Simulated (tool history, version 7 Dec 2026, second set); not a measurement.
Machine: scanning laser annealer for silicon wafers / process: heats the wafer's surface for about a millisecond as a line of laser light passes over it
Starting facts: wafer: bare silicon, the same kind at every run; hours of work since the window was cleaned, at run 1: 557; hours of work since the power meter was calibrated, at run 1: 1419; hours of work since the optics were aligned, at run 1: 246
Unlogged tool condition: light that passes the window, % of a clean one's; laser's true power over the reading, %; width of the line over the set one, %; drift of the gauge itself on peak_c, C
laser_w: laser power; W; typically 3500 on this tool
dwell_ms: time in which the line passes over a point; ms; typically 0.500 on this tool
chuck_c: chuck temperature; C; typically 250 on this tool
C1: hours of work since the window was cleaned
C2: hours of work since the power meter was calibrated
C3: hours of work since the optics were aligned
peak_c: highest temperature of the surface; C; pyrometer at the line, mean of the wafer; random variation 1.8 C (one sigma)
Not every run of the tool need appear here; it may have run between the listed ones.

run 1 hour=0.0 | laser_w=3500 dwell_ms=0.500 chuck_c=250 | C1=557 C2=1419 C3=246 | peak_c=992
run 2 hour=53.2 | laser_w=3500 dwell_ms=0.500 chuck_c=225 | C1=592 C2=1454 C3=281 | peak_c=965
run 3 hour=111.2 | laser_w=3500 dwell_ms=0.500 chuck_c=225 | C1=630 C2=1492 C3=319 | peak_c=963
run 4 hour=137.8 | laser_w=3500 dwell_ms=0.566 chuck_c=250 | C1=648 C2=1510 C3=337 | peak_c=1029
run 5 hour=171.0 | laser_w=3500 dwell_ms=0.566 chuck_c=250 | C1=670 C2=1532 C3=359 | peak_c=1024
run 6 hour=227.4 | laser_w=3500 dwell_ms=0.500 chuck_c=250 | C1=707 C2=1569 C3=396 | peak_c=985
run 7 hour=279.7 | laser_w=3500 dwell_ms=0.500 chuck_c=250 | C1=741 C2=1603 C3=430 | peak_c=981
run 8 hour=313.8 | laser_w=3500 dwell_ms=0.500 chuck_c=250 | C1=764 C2=1626 C3=453 | peak_c=981
run 9 hour=346.3 | laser_w=3500 dwell_ms=0.500 chuck_c=283 | C1=785 C2=1647 C3=474 | peak_c=1014
run 10 hour=378.0 | laser_w=3500 dwell_ms=0.500 chuck_c=283 | C1=806 C2=1668 C3=495 | peak_c=1010
run 11 hour=416.3 | laser_w=3500 dwell_ms=0.500 chuck_c=283 | C1=831 C2=1693 C3=520 | peak_c=1012
run 12 hour=470.9 | laser_w=3500 dwell_ms=0.500 chuck_c=283 | C1=867 C2=1729 C3=556 | peak_c=1007
run 13 hour=506.5 | laser_w=3500 dwell_ms=0.500 chuck_c=283 | C1=891 C2=1753 C3=580 | peak_c=1011
run 14 hour=551.5 | laser_w=3632 dwell_ms=0.500 chuck_c=258 | C1=920 C2=1783 C3=610 | peak_c=1013
-- hour=609.3 window over the wafer cleaned
run 15 hour=609.3 | laser_w=3500 dwell_ms=0.360 chuck_c=250 | C1=0 C2=1819 C3=646 | peak_c=908
run 16 hour=642.6 | laser_w=3500 dwell_ms=0.360 chuck_c=250 | C1=22 C2=1841 C3=668 | peak_c=908
run 17 hour=698.9 | laser_w=3500 dwell_ms=0.500 chuck_c=254 | C1=59 C2=1878 C3=706 | peak_c=1012
run 18 hour=753.8 | laser_w=3769 dwell_ms=0.500 chuck_c=231 | C1=95 C2=1915 C3=742 | peak_c=1055
run 19 hour=781.1 | laser_w=3769 dwell_ms=0.500 chuck_c=231 | C1=113 C2=1933 C3=760 | peak_c=1058
run 20 hour=829.0 | laser_w=3154 dwell_ms=0.488 chuck_c=280 | C1=145 C2=1964 C3=791 | peak_c=940
run 21 hour=864.6 | laser_w=3603 dwell_ms=0.488 chuck_c=280 | C1=168 C2=1988 C3=815 | peak_c=1051
run 22 hour=906.0 | laser_w=3603 dwell_ms=0.488 chuck_c=280 | C1=196 C2=2015 C3=842 | peak_c=1049
run 23 hour=953.3 | laser_w=3328 dwell_ms=0.459 chuck_c=261 | C1=227 C2=2046 C3=873 | peak_c=942
run 24 hour=1002.4 | laser_w=3328 dwell_ms=0.613 chuck_c=281 | C1=259 C2=2079 C3=906 | peak_c=1052

Estimate the outcome of run 25 from the log above:
run 25 hour=1029.8 | laser_w=3500 dwell_ms=0.500 chuck_c=275 | C1=277 C2=2097 C3=924 | peak_c=?

peak_c: 1026 C
Take away the tool's hidden state, keep the run-to-run variation as it was, and the same run would have given peak_c 1034 C.
